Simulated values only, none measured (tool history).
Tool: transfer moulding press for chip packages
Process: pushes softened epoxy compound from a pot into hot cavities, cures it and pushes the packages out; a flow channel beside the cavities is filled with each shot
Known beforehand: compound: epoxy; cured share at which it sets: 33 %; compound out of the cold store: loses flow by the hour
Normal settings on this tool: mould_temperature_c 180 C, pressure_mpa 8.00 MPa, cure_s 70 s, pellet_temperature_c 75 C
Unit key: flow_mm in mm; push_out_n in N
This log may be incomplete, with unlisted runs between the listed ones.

| run | hour | mould_temperature_c | pressure_mpa | cure_s | pellet_temperature_c | incoming compound's hours out of the cold store | flow_mm | push_out_n |
|---|---|---|---|---|---|---|---|---|
| 1 | 0.0 | 180 | 8.00 | 70 | 75 | 10.0 | 739 | 634 |
| 2 | 10.1 | 184 | 8.00 | 70 | 75 | 35.6 | 668 | 487 |
| 3 | 16.3 | 180 | 7.69 | 70 | 75 | 22.1 | 694 | 655 |
|  | 23.4 | cavities cleaned with cleaning compound and waxed |
| 4 | 26.3 | 180 | 7.69 | 70 | 75 | 41.2 | 631 | 676 |
| 5 | 34.9 | 180 | 7.69 | 70 | 75 | 17.5 | 705 | 717 |
| 6 | 42.9 | 180 | 7.69 | 70 | 75 | 41.2 | 640 | 662 |
|  | 47.7 | plunger's sealing rings changed |
| 7 | 52.7 | 180 | 8.88 | 70 | 75 | 38.7 | 749 | 688 |
| 8 | 62.3 | 180 | 8.46 | 70 | 75 | 40.9 | 741 | 677 |
| 9 | 67.3 | 180 | 8.46 | 70 | 75 | 17.6 | 809 | 710 |
|  | 71.4 | cavities cleaned with cleaning compound and waxed, once more |
| 10 | 79.8 | 180 | 8.00 | 99 | 75 | 39.7 | 718 | 302 |
| 11 | 86.7 | 180 | 8.00 | 70 | 75 | 36.3 | 725 | 487 |
| 12 | 98.0 | 180 | 8.00 | 70 | 75 | 16.1 | 790 | 564 |
| 13 | 104.5 | 180 | 8.00 | 70 | 75 | 18.0 | 767 | 577 |
| 14 | 113.4 | 180 | 8.00 | 70 | 73 | 12.7 | 790 | 580 |
| 15 | 119.7 | 180 | 8.00 | 70 | 73 | 33.1 | 735 | 571 |
| 16 | 130.1 | 180 | 9.94 | 82 | 76 | 31.3 | 811 | 442 |
| 17 | 137.0 | 177 | 7.82 | 62 | 67 | 23.8 | 752 | 1156 |
| 18 | 142.1 | 180 | 7.03 | 70 | 75 | 26.0 | 699 | 608 |
| 19 | 153.0 | 177 | 6.03 | 68 | 75 | 43.4 | 620 | 784 |
| 20 | 161.3 | 180 | 8.08 | 52 | 75 | 13.5 | 788 | 1559 |
|  | 171.8 | cavities cleaned with cleaning compound and waxed |
| 21 | 173.0 | 180 | 8.08 | 52 | 75 | 41.6 | 701 | 969 |
| 22 | 183.2 | 180 | 8.02 | 79 | 67 | 18.6 | 772 | 390 |
| 23 | 191.1 | 180 | 9.70 | 79 | 78 | 26.5 | 809 | 389 |
| 24 | 196.4 | 180 | 9.70 | 79 | 78 | 22.0 | 835 | 406 |
| 25 | 205.7 | 180 | 8.00 | 68 | 75 | 34.7 | 723 | 594 |
| 26 | 216.7 | 180 | 8.00 | 68 | 75 | 12.5 | 771 | 663 |
| 27 | 222.4 | 178 | 8.00 | 89 | 85 | 34.2 | 720 | 405 |
| 28 | 231.1 | 180 | 7.48 | 57 | 75 | 23.7 | 724 | 1136 |
| 29 | 235.9 | 187 | 6.89 | 76 | 83 | 12.9 | 698 | 394 |

Same runs, no hidden state in the tool, same run-to-run variation:
Hidden state present: true mould temperature over the reading, C; pressure that reaches the compound, % of what is set; grip of the stained cavities, % over clean ones'; drift of the gauge itself on flow_mm, %; drift of the gauge itself on push_out_n, %.
| run | flow_mm | push_out_n |
|---|---|---|
| 1 | 808 | 449 |
| 2 | 732 | 341 |
| 3 | 762 | 449 |
| 4 | 693 | 416 |
| 5 | 777 | 437 |
| 6 | 706 | 406 |
| 7 | 749 | 421 |
| 8 | 742 | 415 |
| 9 | 811 | 435 |
| 10 | 721 | 277 |
| 11 | 729 | 418 |
| 12 | 796 | 454 |
| 13 | 774 | 453 |
| 14 | 798 | 438 |
| 15 | 743 | 424 |
| 16 | 822 | 323 |
| 17 | 763 | 820 |
| 18 | 709 | 425 |
| 19 | 631 | 536 |
| 20 | 802 | 1059 |
| 21 | 715 | 916 |
| 22 | 788 | 344 |
| 23 | 828 | 327 |
| 24 | 855 | 332 |
| 25 | 742 | 461 |
| 26 | 792 | 493 |
| 27 | 741 | 302 |
| 28 | 746 | 812 |
| 29 | 720 | 286 |
